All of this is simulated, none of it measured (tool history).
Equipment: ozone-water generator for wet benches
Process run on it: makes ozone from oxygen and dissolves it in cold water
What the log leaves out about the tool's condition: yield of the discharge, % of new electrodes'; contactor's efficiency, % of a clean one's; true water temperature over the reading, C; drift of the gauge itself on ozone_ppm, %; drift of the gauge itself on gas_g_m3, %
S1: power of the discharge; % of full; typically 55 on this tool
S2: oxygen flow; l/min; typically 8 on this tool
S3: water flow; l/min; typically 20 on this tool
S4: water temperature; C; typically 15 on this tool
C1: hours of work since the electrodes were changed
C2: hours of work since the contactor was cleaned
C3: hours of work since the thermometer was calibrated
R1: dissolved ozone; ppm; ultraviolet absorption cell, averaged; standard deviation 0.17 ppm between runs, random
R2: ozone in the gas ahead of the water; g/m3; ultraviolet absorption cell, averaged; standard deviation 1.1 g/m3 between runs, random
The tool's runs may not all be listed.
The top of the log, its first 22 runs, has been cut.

| run | hour | S1 | S2 | S3 | S4 | C1 | C2 | C3 | R1 | R2 |
|---|---|---|---|---|---|---|---|---|---|---|
| 23 | 1072.7 | 45 | 5.15 | 15 | 13 | 2372 | 4523 | 3777 | 27.5 | 234.6 |
| 24 | 1107 | 55 | 10.2 | 19 | 15 | 2402 | 4554 | 3808 | 23.9 | 175 |
| 25 | 1148.1 | 55 | 10.2 | 19 | 15 | 2439 | 4591 | 3845 | 23.4 | 174.8 |
| 26 | 1176 | 47 | 8 | 20 | 15 | 2464 | 4616 | 3870 | 21.7 | 183.5 |
| 27 | 1231.2 | 47 | 8 | 20 | 15 | 2514 | 4666 | 3920 | 21.4 | 184 |
| 28 | 1268 | 60 | 8 | 20 | 16 | 2547 | 4699 | 3953 | 24.3 | 211.8 |
| 29 | 1325.9 | 55 | 6.86 | 13 | 13 | 2599 | 4751 | 4005 | 33.2 | 217.2 |
| 30 | 1353.6 | 66 | 4.22 | 32 | 15 | 2624 | 4776 | 4030 | 17.9 | 327.3 |
| 31 | 1421.7 | 66 | 4.22 | 32 | 15 | 2685 | 4837 | 4091 | 17.8 | 330 |
| 32 | 1449.9 | 55 | 12.25 | 25 | 15 | 2711 | 4862 | 4117 | 19.4 | 155.2 |

Alternative continuations, all from the tool just after run 32; predict every row:
| A | 1485.2 | 43 | 8 | 26 | 7 | 2743 | 4894 | 4148 | ? | ? |
| B | 1485.2 | 76 | 12.25 | 14 | 15 | 2743 | 4894 | 4148 | ? | ? |
| C | 1485.2 | 69 | 5.34 | 22 | 15 | 2743 | 4894 | 4148 | ? | ? |
| D | 1485.2 | 47 | 12.25 | 25 | 15 | 2743 | 4894 | 4148 | ? | ? |
| E | 1485.2 | 55 | 8 | 15 | 12 | 2743 | 4894 | 4148 | ? | ? |

| run | R1 | R2 |
|---|---|---|
| A | 19.4 | 173.4 |
| B | 31.6 | 185.5 |
| C | 25.8 | 289.4 |
| D | 17.7 | 144.2 |
| E | 30 | 200.8 |
The same runs, with their run-to-run variation unchanged, on a tool lacking any hidden condition would have given:
| run | R1 | R2 |
|---|---|---|
| A | 19.4 | 176.3 |
| B | 31.7 | 188.7 |
| C | 25.8 | 294.2 |
| D | 17.8 | 146.5 |
| E | 30.1 | 204.2 |

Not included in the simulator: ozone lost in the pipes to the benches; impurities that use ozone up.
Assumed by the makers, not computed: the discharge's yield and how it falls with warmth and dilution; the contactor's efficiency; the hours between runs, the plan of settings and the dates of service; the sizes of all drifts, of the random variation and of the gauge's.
